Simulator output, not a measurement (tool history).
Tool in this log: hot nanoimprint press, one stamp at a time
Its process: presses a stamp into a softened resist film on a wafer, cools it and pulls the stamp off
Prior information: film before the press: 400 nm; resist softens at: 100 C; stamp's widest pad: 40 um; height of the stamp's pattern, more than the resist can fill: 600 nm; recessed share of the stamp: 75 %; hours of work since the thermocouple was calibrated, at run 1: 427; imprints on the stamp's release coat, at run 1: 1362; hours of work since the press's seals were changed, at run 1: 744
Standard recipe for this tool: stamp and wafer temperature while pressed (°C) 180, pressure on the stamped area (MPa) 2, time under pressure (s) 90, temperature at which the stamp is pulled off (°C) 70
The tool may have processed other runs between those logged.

run,day,stamp and wafer temperature while pressed (°C),pressure on the stamped area (MPa),time under pressure (s),temperature at which the stamp is pulled off (°C),hours of work since the thermocouple was calibrated,imprints on the stamp's release coat,hours of work since the press's seals were changed,resist left under the stamp's widest pad (angstrom),greatest force while the stamp is pulled off (N)
1,0,180,2,90,70,427,1362,744,1810,278
2,2.025,180,2,90,70,460,1550,777,1814,268
3,3.929,180,2,90,70,491,1726,808,1831,295
# day 4.833: plate thermocouple calibrated
4,8.083,180,2,90,70,53,2100,873,1726,305
# day 10.983: stamp cleaned and given a new release coat
5,11.129,180,2,90,70,99,14,919,1728,208
6,14.029,180,2,90,70,146,283,966,1721,218
7,16.021,180,2,90,70,178,467,999,1744,226
8,19.367,188,1.96,49,60,233,777,1053,1715,261
9,23.229,180,2,156,77,296,1135,1116,1433,235
# day 25.862: press's hydraulic seals changed and the load cell set to zero
10,26.083,180,2,156,77,337,1369,4,1383,267
11,28.288,180,2.65,90,55,373,1573,40,1532,315

What if the next run were any one of these 4? Each begins from the tool's condition after run 11:
A,31.942,180,2.65,80,55,432,1911,99,?,?
B,31.942,180,2.65,66,55,432,1911,99,?,?
C,31.942,180,2.65,129,55,432,1911,99,?,?
D,31.942,171,1.76,90,57,432,1911,99,?,?

run,resist left under the stamp's widest pad (angstrom),greatest force while the stamp is pulled off (N)
A,1619,336
B,1764,331
C,1339,349
D,2524,326
What these runs would have given with no unlogged condition in the tool:
run,resist left under the stamp's widest pad (angstrom),greatest force while the stamp is pulled off (N)
A,1520,231
B,1660,227
C,1253,240
D,2393,224

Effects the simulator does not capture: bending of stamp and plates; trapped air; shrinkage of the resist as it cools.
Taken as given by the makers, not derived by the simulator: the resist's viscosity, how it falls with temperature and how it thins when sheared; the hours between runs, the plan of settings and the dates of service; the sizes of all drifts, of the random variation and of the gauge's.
